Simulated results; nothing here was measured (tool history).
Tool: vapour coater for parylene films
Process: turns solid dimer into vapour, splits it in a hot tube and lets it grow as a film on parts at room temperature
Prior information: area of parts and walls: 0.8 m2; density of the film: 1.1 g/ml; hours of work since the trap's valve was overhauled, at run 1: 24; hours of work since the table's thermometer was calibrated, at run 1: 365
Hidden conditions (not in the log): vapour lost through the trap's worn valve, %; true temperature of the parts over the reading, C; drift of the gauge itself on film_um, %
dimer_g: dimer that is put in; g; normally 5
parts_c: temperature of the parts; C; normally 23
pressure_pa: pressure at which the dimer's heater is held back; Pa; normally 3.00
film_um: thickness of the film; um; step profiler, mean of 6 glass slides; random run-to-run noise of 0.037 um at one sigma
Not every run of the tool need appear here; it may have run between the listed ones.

| run | hour | dimer_g | parts_c | pressure_pa | hours of work since the trap's valve was overhauled | hours of work since the table's thermometer was calibrated | film_um |
|---|---|---|---|---|---|---|---|
| 1 | 0.0 | 5 | 23 | 3.00 | 24 | 365 | 3.81 |
| 2 | 24.7 | 5 | 23 | 8.55 | 35 | 376 | 3.23 |
| 3 | 57.3 | 5 | 29 | 8.55 | 49 | 390 | 2.82 |
| 4 | 91.9 | 5 | 29 | 8.55 | 64 | 405 | 2.86 |
| 5 | 121.2 | 5 | 23 | 11.68 | 76 | 417 | 3.08 |
| 6 | 143.4 | 5 | 23 | 11.68 | 86 | 427 | 3.08 |
| 7 | 184.1 | 5 | 23 | 11.68 | 103 | 444 | 3.07 |
| 8 | 211.7 | 5 | 23 | 11.68 | 115 | 456 | 3.03 |
| 9 | 232.4 | 5 | 23 | 11.68 | 124 | 465 | 3.06 |
| 10 | 271.6 | 5 | 23 | 11.68 | 141 | 482 | 3.09 |
| 11 | 298.6 | 5 | 23 | 11.68 | 152 | 493 | 3.08 |
| 12 | 337.8 | 5 | 23 | 3.00 | 169 | 510 | 3.77 |
| 13 | 355.9 | 5 | 23 | 3.00 | 177 | 518 | 3.77 |
| 14 | 393.3 | 5 | 23 | 2.05 | 193 | 534 | 3.98 |
| 15 | 416.1 | 5 | 23 | 2.05 | 203 | 544 | 4.04 |
| 16 | 450.6 | 5 | 23 | 2.05 | 217 | 558 | 4.07 |
| 17 | 479.6 | 5 | 23 | 2.05 | 230 | 571 | 4.01 |
| 18 | 498.0 | 4 | 23 | 11.25 | 238 | 579 | 2.50 |
| 19 | 529.8 | 4 | 23 | 11.25 | 251 | 592 | 2.42 |
| 20 | 568.6 | 3 | 23 | 4.11 | 268 | 609 | 2.14 |
|  | 576.2 | trap's valve overhauled |
| 21 | 593.1 | 2 | 23 | 3.00 | 7 | 618 | 1.52 |
| 22 | 626.4 | 6 | 30 | 11.98 | 22 | 632 | 3.14 |
| 23 | 664.5 | 4 | 23 | 2.82 | 38 | 648 | 3.10 |
| 24 | 684.3 | 5 | 20 | 3.00 | 46 | 657 | 4.12 |
| 25 | 701.6 | 5 | 20 | 3.00 | 54 | 664 | 4.15 |
| 26 | 734.8 | 6 | 31 | 2.93 | 68 | 678 | 3.82 |
| 27 | 757.4 | 4 | 29 | 3.00 | 78 | 688 | 2.67 |
| 28 | 786.9 | 7 | 31 | 2.83 | 90 | 701 | 4.52 |
| 29 | 806.0 | 7 | 23 | 10.88 | 98 | 709 | 4.41 |
| 30 | 843.9 | 7 | 23 | 10.88 | 115 | 725 | 4.37 |
| 31 | 861.5 | 5 | 35 | 6.07 | 122 | 733 | 2.55 |
| 32 | 882.9 | 5 | 35 | 6.07 | 131 | 742 | 2.60 |
| 33 | 915.3 | 4 | 35 | 6.07 | 145 | 756 | 2.06 |
| 34 | 946.3 | 4 | 35 | 6.07 | 159 | 769 | 2.11 |

Alternative continuations, all from the tool just after run 34; predict every row:
| A | 987.3 | 4 | 29 | 9.63 | 176 | 787 | ? |
| B | 987.3 | 3 | 23 | 4.71 | 176 | 787 | ? |
| C | 987.3 | 3 | 23 | 2.11 | 176 | 787 | ? |
| D | 987.3 | 5 | 24 | 3.00 | 176 | 787 | ? |

| run | film_um |
|---|---|
| A | 2.21 |
| B | 2.14 |
| C | 2.41 |
| D | 3.73 |
Had the tool no hidden state, the same runs would have come out as:
| run | film_um |
|---|---|
| A | 2.22 |
| B | 2.14 |
| C | 2.42 |
| D | 3.75 |
